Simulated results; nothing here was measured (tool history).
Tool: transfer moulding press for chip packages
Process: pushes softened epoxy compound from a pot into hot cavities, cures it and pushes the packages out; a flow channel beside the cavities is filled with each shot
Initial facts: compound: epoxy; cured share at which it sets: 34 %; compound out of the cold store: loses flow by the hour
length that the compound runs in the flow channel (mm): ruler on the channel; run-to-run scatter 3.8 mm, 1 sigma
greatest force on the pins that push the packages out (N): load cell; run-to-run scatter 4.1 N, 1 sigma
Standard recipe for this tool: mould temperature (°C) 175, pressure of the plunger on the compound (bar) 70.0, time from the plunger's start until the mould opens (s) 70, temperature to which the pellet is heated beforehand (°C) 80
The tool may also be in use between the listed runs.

| run | hour | mould temperature (°C) | pressure of the plunger on the compound (bar) | time from the plunger's start until the mould opens (s) | temperature to which the pellet is heated beforehand (°C) | incoming compound's hours out of the cold store | length that the compound runs in the flow channel (mm) | greatest force on the pins that push the packages out (N) |
|---|---|---|---|---|---|---|---|---|
| 1 | 0.0 | 175 | 70.0 | 70 | 80 | 13.0 | 788 | 260 |
| 2 | 11.3 | 175 | 70.0 | 70 | 71 | 38.9 | 691 | 294 |
|  | 27.0 | plunger's sealing rings changed |
| 3 | 33.5 | 175 | 70.0 | 70 | 71 | 16.4 | 859 | 340 |
|  | 38.8 | cavities cleaned with cleaning compound and waxed |
| 4 | 45.3 | 175 | 86.7 | 70 | 80 | 39.7 | 853 | 278 |
| 5 | 57.0 | 175 | 56.2 | 70 | 80 | 13.6 | 777 | 319 |
| 6 | 67.9 | 175 | 56.2 | 70 | 80 | 16.1 | 755 | 332 |
|  | 75.9 | cavities cleaned with cleaning compound and waxed |
| 7 | 84.2 | 177 | 70.0 | 70 | 80 | 39.1 | 765 | 276 |
| 8 | 102.5 | 175 | 70.0 | 89 | 80 | 16.3 | 841 | 280 |
|  | 112.4 | cavities cleaned with cleaning compound and waxed |
| 9 | 115.2 | 171 | 86.3 | 89 | 80 | 10.9 | 972 | 240 |
| 10 | 128.8 | 171 | 86.3 | 89 | 80 | 23.6 | 916 | 265 |
|  | 132.1 | mould's thermocouples calibrated |
| 11 | 147.5 | 175 | 70.0 | 70 | 83 | 33.3 | 781 | 316 |
|  | 150.4 | cavities cleaned with cleaning compound and waxed |
| 12 | 164.9 | 175 | 70.0 | 70 | 83 | 38.0 | 761 | 284 |
| 13 | 178.4 | 175 | 70.0 | 70 | 83 | 40.5 | 743 | 309 |
|  | 187.0 | cavities cleaned with cleaning compound and waxed |
| 14 | 195.4 | 175 | 70.4 | 103 | 87 | 35.7 | 755 | 230 |
| 15 | 210.1 | 175 | 80.6 | 103 | 87 | 38.0 | 797 | 269 |
|  | 214.2 | mould's thermocouples calibrated, once more |
|  | 225.8 | cavities cleaned with cleaning compound and waxed |
| 16 | 225.8 | 178 | 60.4 | 63 | 87 | 42.3 | 672 | 243 |

4 options for the next run, each taken on its own from the tool as it stands now. Forecast them:
| A | 241.5 | 175 | 84.0 | 70 | 80 | 44.4 | ? | ? |
| B | 241.5 | 168 | 55.1 | 63 | 78 | 42.7 | ? | ? |
| C | 241.5 | 175 | 70.0 | 70 | 70 | 26.2 | ? | ? |
| D | 241.5 | 175 | 80.1 | 53 | 78 | 46.3 | ? | ? |

| run | length that the compound runs in the flow channel (mm) | greatest force on the pins that push the packages out (N) |
|---|---|---|
| A | 791 | 278 |
| B | 656 | 532 |
| C | 784 | 297 |
| D | 758 | 451 |
With the hidden condition removed and each run's random variation left untouched, the same runs would have given:
| run | length that the compound runs in the flow channel (mm) | greatest force on the pins that push the packages out (N) |
|---|---|---|
| A | 834 | 234 |
| B | 691 | 450 |
| C | 826 | 250 |
| D | 799 | 381 |
